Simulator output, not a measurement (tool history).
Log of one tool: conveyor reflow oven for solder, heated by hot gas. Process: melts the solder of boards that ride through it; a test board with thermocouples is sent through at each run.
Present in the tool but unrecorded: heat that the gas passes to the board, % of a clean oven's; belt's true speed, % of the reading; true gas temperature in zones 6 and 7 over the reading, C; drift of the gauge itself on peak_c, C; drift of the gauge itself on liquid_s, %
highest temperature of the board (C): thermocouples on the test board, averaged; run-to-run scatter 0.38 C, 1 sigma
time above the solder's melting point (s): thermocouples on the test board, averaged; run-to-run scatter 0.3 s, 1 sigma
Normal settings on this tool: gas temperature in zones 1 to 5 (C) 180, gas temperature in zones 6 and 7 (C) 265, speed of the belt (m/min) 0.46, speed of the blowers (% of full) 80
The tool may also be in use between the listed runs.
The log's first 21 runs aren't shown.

run	hour	gas temperature in zones 1 to 5 (C)	gas temperature in zones 6 and 7 (C)	speed of the belt (m/min)	speed of the blowers (% of full)	hours of work since the flux was cleaned out	hours of work since the belt drive was overhauled	hours of work since the thermocouples were changed	highest temperature of the board (C)	time above the solder's melting point (s)
22	212.5	180	262	0.528	65	107	583	256	244.4	46.5
23	224.9	180	262	0.528	65	114	591	263	244.3	46
24	237.9	190	265	0.382	87	122	598	271	258.8	84.8
25	250.3	194	265	0.46	81	129	605	278	255.5	70
26	260.9	194	265	0.46	81	135	611	284	254.3	70
27	274.3	177	254	0.46	80	142	619	292	242.8	53.1
28	286.8	180	260	0.46	52	149	626	299	244.1	53.4
29	294.9	180	259	0.46	80	154	630	303	247.8	58.5
30	302.7	186	265	0.408	80	159	635	308	256.6	76

Alternative continuations, all from the tool just after run 30; predict every row:
A	310.8	179	257	0.414	80	163	639	312	?	?
B	310.8	180	256	0.461	64	163	639	312	?	?
C	310.8	186	265	0.408	83	163	639	312	?	?
D	310.8	182	265	0.46	75	163	639	312	?	?

run	highest temperature of the board (C)	time above the solder's melting point (s)
A	248.5	66.2
B	243.3	53.1
C	256.7	76.6
D	252.6	62.1
Take away the tool's hidden state, keep each run's random variation, and the runs would have read:
run	highest temperature of the board (C)	time above the solder's melting point (s)
A	248.5	66.2
B	243.3	53.1
C	256.7	76.6
D	252.6	62.1
